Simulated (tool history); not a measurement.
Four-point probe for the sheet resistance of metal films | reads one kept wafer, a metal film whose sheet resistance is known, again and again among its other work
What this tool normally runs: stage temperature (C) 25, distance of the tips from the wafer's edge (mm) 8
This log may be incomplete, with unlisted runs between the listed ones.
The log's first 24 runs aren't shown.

| run | hour | stage temperature (C) | distance of the tips from the wafer's edge (mm) | touches since the probe head was changed | hours of work since the stage's thermometer was calibrated | sheet resistance as the instrument gives it (ohm/square) |
|---|---|---|---|---|---|---|
| 25 | 2156.9 | 20 | 40 | 83540 | 858 | 19.424552 |
| 26 | 2271.9 | 28 | 45 | 86213 | 934 | 19.309626 |
| 27 | 2331.5 | 28 | 4 | 87600 | 973 | 19.473679 |
| 28 | 2429.1 | 28 | 4 | 89869 | 1037 | 19.481361 |
| 29 | 2493.4 | 20 | 26 | 91363 | 1079 | 19.426354 |
| 30 | 2550.5 | 24 | 65 | 92691 | 1117 | 19.372414 |
| 31 | 2666.5 | 30 | 16 | 95387 | 1193 | 19.30153 |
| 32 | 2741.2 | 29 | 38 | 97124 | 1242 | 19.312082 |
| 33 | 2797 | 20 | 5 | 98420 | 1279 | 19.540942 |
| 34 | 2883.6 | 29 | 6 | 100434 | 1336 | 19.393002 |
| 35 | 2969.6 | 19 | 13 | 102433 | 1393 | 19.468734 |
| 36 | 3055 | 25 | 23 | 104419 | 1449 | 19.375552 |
| 37 | 3148.6 | 25 | 21 | 106593 | 1510 | 19.385007 |
| 38 | 3268.3 | 25 | 4 | 109376 | 1589 | 19.538109 |
| 39 | 3379.1 | 25 | 4 | 111953 | 1662 | 19.544541 |
| 40 | 3442.6 | 25 | 4 | 113429 | 1704 | 19.550253 |
| 41 | 3530.1 | 19 | 10 | 115462 | 1761 | 19.496199 |
| 42 | 3587.6 | 25 | 72 | 116798 | 1799 | 19.390196 |
| 43 | 3680.6 | 25 | 72 | 118961 | 1860 | 19.387842 |
| 44 | 3792.9 | 34 | 15 | 121572 | 1934 | 19.292898 |

4 ways to go on from here, each from the tool as it stands after run 44. What would each give?
| A | 3863.7 | 20 | 26 | 123217 | 1981 | ? |
| B | 3863.7 | 22 | 15 | 123217 | 1981 | ? |
| C | 3863.7 | 25 | 4 | 123217 | 1981 | ? |
| D | 3863.7 | 27 | 28 | 123217 | 1981 | ? |

| run | sheet resistance as the instrument gives it (ohm/square) |
|---|---|
| A | 19.476747 |
| B | 19.446844 |
| C | 19.5534 |
| D | 19.375964 |
Without the tool's hidden state the same runs would have given:
| run | sheet resistance as the instrument gives it (ohm/square) |
|---|---|
| A | 19.403196 |
| B | 19.373509 |
| C | 19.479848 |
| D | 19.303141 |

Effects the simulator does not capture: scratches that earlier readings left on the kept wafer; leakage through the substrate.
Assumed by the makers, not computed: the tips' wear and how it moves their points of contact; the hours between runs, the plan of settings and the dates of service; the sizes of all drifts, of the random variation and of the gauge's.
